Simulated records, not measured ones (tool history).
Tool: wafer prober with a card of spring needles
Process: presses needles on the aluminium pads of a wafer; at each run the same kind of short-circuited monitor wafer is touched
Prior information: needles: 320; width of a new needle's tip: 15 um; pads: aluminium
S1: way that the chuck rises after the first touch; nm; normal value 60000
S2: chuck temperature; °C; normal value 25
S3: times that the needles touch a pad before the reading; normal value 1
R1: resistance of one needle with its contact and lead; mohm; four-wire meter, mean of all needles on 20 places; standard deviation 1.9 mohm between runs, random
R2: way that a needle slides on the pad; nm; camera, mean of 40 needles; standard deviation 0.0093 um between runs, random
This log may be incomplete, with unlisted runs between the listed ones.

run 1 hour=0 | S1=60000 S2=25 S3=1 | R1=243 R2=10860
-- hour=8.6 tips cleaned on abrasive film
-- hour=26.1 tips cleaned on abrasive film
-- hour=43.6 tips cleaned on abrasive film
-- hour=65.4 tips cleaned on abrasive film
run 2 hour=71 | S1=60000 S2=25 S3=1 | R1=229 R2=10827
-- hour=84.1 tips cleaned on abrasive film
-- hour=101.6 tips cleaned on abrasive film
-- hour=119.1 tips cleaned on abrasive film
-- hour=140.6 tips cleaned on abrasive film
run 3 hour=147.9 | S1=60000 S2=25 S3=1 | R1=233 R2=10771
-- hour=160.4 tips cleaned on abrasive film
-- hour=182.1 tips cleaned on abrasive film
-- hour=199.6 tips cleaned on abrasive film
run 4 hour=213.7 | S1=60000 S2=58 S3=1 | R1=251 R2=10774
-- hour=218.1 tips cleaned on abrasive film
-- hour=239.9 tips cleaned on abrasive film
-- hour=257.4 tips cleaned on abrasive film
-- hour=279 tips cleaned on abrasive film
run 5 hour=289.1 | S1=60000 S2=58 S3=1 | R1=251 R2=10706
-- hour=297.9 tips cleaned on abrasive film
-- hour=319.2 tips cleaned on abrasive film
-- hour=323.9 height of the first contact set anew
-- hour=337 tips cleaned on abrasive film
run 6 hour=345.6 | S1=60000 S2=25 S3=1 | R1=233 R2=10853
-- hour=358.7 tips cleaned on abrasive film
-- hour=376.2 tips cleaned on abrasive film
-- hour=393.7 tips cleaned on abrasive film
-- hour=411.2 tips cleaned on abrasive film
-- hour=432.2 tips cleaned on abrasive film
run 7 hour=440.7 | S1=49000 S2=25 S3=1 | R1=260 R2=8824
-- hour=453.5 tips cleaned on abrasive film
-- hour=470.9 tips cleaned on abrasive film
-- hour=488.4 tips cleaned on abrasive film
-- hour=505.9 tips cleaned on abrasive film
run 8 hour=521.2 | S1=49000 S2=25 S3=1 | R1=269 R2=8780
-- hour=525.6 tips cleaned on abrasive film
-- hour=547.3 tips cleaned on abrasive film
-- hour=569 tips cleaned on abrasive film
-- hour=586.5 tips cleaned on abrasive film
run 9 hour=600.7 | S1=60000 S2=25 S3=1 | R1=249 R2=10738
-- hour=605.2 tips cleaned on abrasive film
-- hour=622.7 tips cleaned on abrasive film
-- hour=640.1 tips cleaned on abrasive film
run 10 hour=649.6 | S1=44000 S2=25 S3=2 | R1=244 R2=7806
-- hour=654.2 height of the first contact set anew
-- hour=658.3 tips cleaned on abrasive film
-- hour=680.1 tips cleaned on abrasive film
run 11 hour=692.9 | S1=44000 S2=25 S3=2 | R1=255 R2=7941
-- hour=701.7 tips cleaned on abrasive film
-- hour=719.2 tips cleaned on abrasive film
-- hour=740.6 tips cleaned on abrasive film
-- hour=758 tips cleaned on abrasive film
run 12 hour=765 | S1=49000 S2=25 S3=1 | R1=245 R2=8819
-- hour=778.1 tips cleaned on abrasive film
-- hour=799.5 tips cleaned on abrasive film
-- hour=821.3 tips cleaned on abrasive film
run 13 hour=824.9 | S1=52000 S2=40 S3=1 | R1=241 R2=9330
-- hour=842.2 tips cleaned on abrasive film
-- hour=859.7 tips cleaned on abrasive film
-- hour=881.4 tips cleaned on abrasive film
-- hour=898.9 tips cleaned on abrasive film
run 14 hour=900.2 | S1=60000 S2=59 S3=3 | R1=211 R2=10730
-- hour=917.7 tips cleaned on abrasive film
-- hour=939.6 tips cleaned on abrasive film
run 15 hour=954.6 | S1=67000 S2=59 S3=2 | R1=233 R2=11967
-- hour=959.1 tips cleaned on abrasive film
-- hour=980.1 tips cleaned on abrasive film
-- hour=984.7 height of the first contact set anew
-- hour=1002.1 tips cleaned on abrasive film
run 16 hour=1014.5 | S1=67000 S2=67 S3=2 | R1=238 R2=12128
-- hour=1023.3 tips cleaned on abrasive film
-- hour=1040.8 tips cleaned on abrasive film
-- hour=1058.3 tips cleaned on abrasive film
-- hour=1080.1 tips cleaned on abrasive film
-- hour=1097.5 tips cleaned on abrasive film
run 17 hour=1103.4 | S1=67000 S2=67 S3=2 | R1=229 R2=12074

Predict each of these 5 candidate next runs independently; none follows another, all start after run 17:
-- hour=1116.5 tips cleaned on abrasive film
-- hour=1134 tips cleaned on abrasive film
-- hour=1155.5 tips cleaned on abrasive film
-- hour=1173 tips cleaned on abrasive film
run A hour=1178.5 | S1=55000 S2=124 S3=3 | R1=? R2=?
-- hour=1116.5 tips cleaned on abrasive film
-- hour=1134 tips cleaned on abrasive film
-- hour=1155.5 tips cleaned on abrasive film
-- hour=1173 tips cleaned on abrasive film
run B hour=1178.5 | S1=59000 S2=25 S3=1 | R1=? R2=?
-- hour=1116.5 tips cleaned on abrasive film
-- hour=1134 tips cleaned on abrasive film
-- hour=1155.5 tips cleaned on abrasive film
-- hour=1173 tips cleaned on abrasive film
run C hour=1178.5 | S1=52000 S2=36 S3=1 | R1=? R2=?
-- hour=1116.5 tips cleaned on abrasive film
-- hour=1134 tips cleaned on abrasive film
-- hour=1155.5 tips cleaned on abrasive film
-- hour=1173 tips cleaned on abrasive film
run D hour=1178.5 | S1=48000 S2=67 S3=2 | R1=? R2=?
-- hour=1116.5 tips cleaned on abrasive film
-- hour=1134 tips cleaned on abrasive film
-- hour=1155.5 tips cleaned on abrasive film
-- hour=1173 tips cleaned on abrasive film
run E hour=1178.5 | S1=41000 S2=67 S3=1 | R1=? R2=?

run=A R1=235 R2=9842
run=B R1=229 R2=10593
run=C R1=242 R2=9305
run=D R1=239 R2=8581
run=E R1=271 R2=7330
Stripped of hidden state, with their random variation kept, the same runs would have yielded:
run=A R1=223 R2=9952
run=B R1=198 R2=10703
run=C R1=204 R2=9415
run=D R1=213 R2=8691
run=E R1=216 R2=7440

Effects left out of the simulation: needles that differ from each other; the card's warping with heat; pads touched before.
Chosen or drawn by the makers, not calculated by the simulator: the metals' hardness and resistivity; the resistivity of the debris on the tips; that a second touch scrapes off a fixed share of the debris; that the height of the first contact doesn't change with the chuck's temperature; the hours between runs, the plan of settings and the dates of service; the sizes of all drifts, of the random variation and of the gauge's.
